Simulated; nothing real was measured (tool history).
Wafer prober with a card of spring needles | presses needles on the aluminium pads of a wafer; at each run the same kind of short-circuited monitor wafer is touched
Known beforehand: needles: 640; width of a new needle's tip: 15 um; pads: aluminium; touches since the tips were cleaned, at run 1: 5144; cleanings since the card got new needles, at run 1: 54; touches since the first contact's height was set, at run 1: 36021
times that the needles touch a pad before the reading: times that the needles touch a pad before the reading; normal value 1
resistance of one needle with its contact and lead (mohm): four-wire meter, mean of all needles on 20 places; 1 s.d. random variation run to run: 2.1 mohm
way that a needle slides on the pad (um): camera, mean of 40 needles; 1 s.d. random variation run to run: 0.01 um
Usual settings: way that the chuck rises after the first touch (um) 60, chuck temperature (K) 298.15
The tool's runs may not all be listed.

| run | hour | way that the chuck rises after the first touch (um) | chuck temperature (K) | times that the needles touch a pad before the reading | touches since the tips were cleaned | cleanings since the card got new needles | touches since the first contact's height was set | resistance of one needle with its contact and lead (mohm) | way that a needle slides on the pad (um) |
|---|---|---|---|---|---|---|---|---|---|
| 1 | 0.0 | 60 | 298.15 | 1 | 5144 | 54 | 36021 | 663 | 10.75 |
|  | 4.9 | tips cleaned on abrasive film |
|  | 29.3 | tips cleaned on abrasive film |
| 2 | 35.8 | 60 | 298.15 | 1 | 1721 | 56 | 45418 | 462 | 10.74 |
|  | 54.9 | tips cleaned on abrasive film |
|  | 78.8 | tips cleaned on abrasive film |
| 3 | 93.1 | 60 | 298.15 | 1 | 3791 | 58 | 60506 | 610 | 10.73 |
|  | 103.1 | tips cleaned on abrasive film |
| 4 | 122.5 | 60 | 298.15 | 1 | 5130 | 59 | 68236 | 678 | 10.73 |
|  | 126.6 | tips cleaned on abrasive film |
|  | 151.0 | tips cleaned on abrasive film |
| 5 | 155.7 | 60 | 298.15 | 1 | 1244 | 61 | 76938 | 408 | 10.71 |
|  | 174.7 | tips cleaned on abrasive film |
|  | 198.4 | tips cleaned on abrasive film |
| 6 | 214.8 | 60 | 298.15 | 1 | 4334 | 63 | 92501 | 701 | 10.65 |
|  | 225.7 | tips cleaned on abrasive film |
|  | 250.8 | tips cleaned on abrasive film |
| 7 | 268.5 | 60 | 298.15 | 1 | 4666 | 65 | 106617 | 683 | 10.65 |
|  | 275.6 | tips cleaned on abrasive film |
|  | 299.6 | tips cleaned on abrasive film |
| 8 | 311.9 | 60 | 298.15 | 1 | 3257 | 67 | 118032 | 589 | 10.62 |
|  | 325.0 | tips cleaned on abrasive film |
|  | 325.3 | height of the first contact set anew |
|  | 348.8 | tips cleaned on abrasive film |
| 9 | 370.2 | 52 | 298.15 | 1 | 5644 | 69 | 11821 | 857 | 9.38 |
|  | 374.9 | tips cleaned on abrasive film |
|  | 401.3 | tips cleaned on abrasive film |
| 10 | 403.6 | 58 | 298.15 | 1 | 602 | 71 | 20584 | 383 | 10.45 |
|  | 424.9 | tips cleaned on abrasive film |
| 11 | 434.6 | 48 | 321.15 | 1 | 2561 | 72 | 28735 | 727 | 8.61 |
|  | 450.1 | tips cleaned on abrasive film |
|  | 477.1 | tips cleaned on abrasive film |
| 12 | 484.2 | 48 | 321.15 | 1 | 1856 | 74 | 41773 | 624 | 8.60 |
|  | 501.8 | tips cleaned on abrasive film |
| 13 | 509.3 | 48 | 321.15 | 1 | 1961 | 75 | 48376 | 576 | 8.58 |
|  | 527.8 | tips cleaned on abrasive film |
| 14 | 534.3 | 64 | 380.15 | 2 | 1703 | 76 | 54955 | 364 | 11.44 |
|  | 556.2 | tips cleaned on abrasive film |
| 15 | 569.6 | 63 | 298.15 | 1 | 3541 | 77 | 64249 | 592 | 11.27 |
|  | 583.7 | tips cleaned on abrasive film |
| 16 | 603.8 | 71 | 298.15 | 1 | 5294 | 78 | 73249 | 570 | 12.69 |
|  | 609.8 | tips cleaned on abrasive film |
|  | 635.8 | tips cleaned on abrasive film |
|  | 661.5 | tips cleaned on abrasive film |
| 17 | 661.5 | 71 | 298.15 | 1 | 0 | 81 | 88399 | 256 | 12.65 |
|  | 688.3 | tips cleaned on abrasive film |
|  | 712.4 | tips cleaned on abrasive film |
| 18 | 718.7 | 63 | 358.15 | 1 | 1685 | 83 | 103469 | 423 | 11.18 |
|  | 738.0 | tips cleaned on abrasive film |
| 19 | 743.7 | 69 | 312.15 | 2 | 1504 | 84 | 110032 | 333 | 12.27 |

Below, some changes in resistance of one needle with its contact and lead (mohm) between adjacent runs. For each, the amount present without the hidden state too (settings, incoming material, random variation) and the amount remaining for the hidden state with gauge scatter not shared by both compared results:
Hidden conditions of the tool in this case: debris on the tips, nm; way that the needles fall short of the set height, um; tips' diameter, um; drift of the gauge itself on contact_mohm, %; drift of the gauge itself on scrub_um, %.
Run 9 -> 10: way that the chuck rises after the first touch (um) 52 -> 58, tips cleaned on abrasive film, tips cleaned on abrasive film. resistance of one needle with its contact and lead (mohm) -474: hidden state -468, all else -6.

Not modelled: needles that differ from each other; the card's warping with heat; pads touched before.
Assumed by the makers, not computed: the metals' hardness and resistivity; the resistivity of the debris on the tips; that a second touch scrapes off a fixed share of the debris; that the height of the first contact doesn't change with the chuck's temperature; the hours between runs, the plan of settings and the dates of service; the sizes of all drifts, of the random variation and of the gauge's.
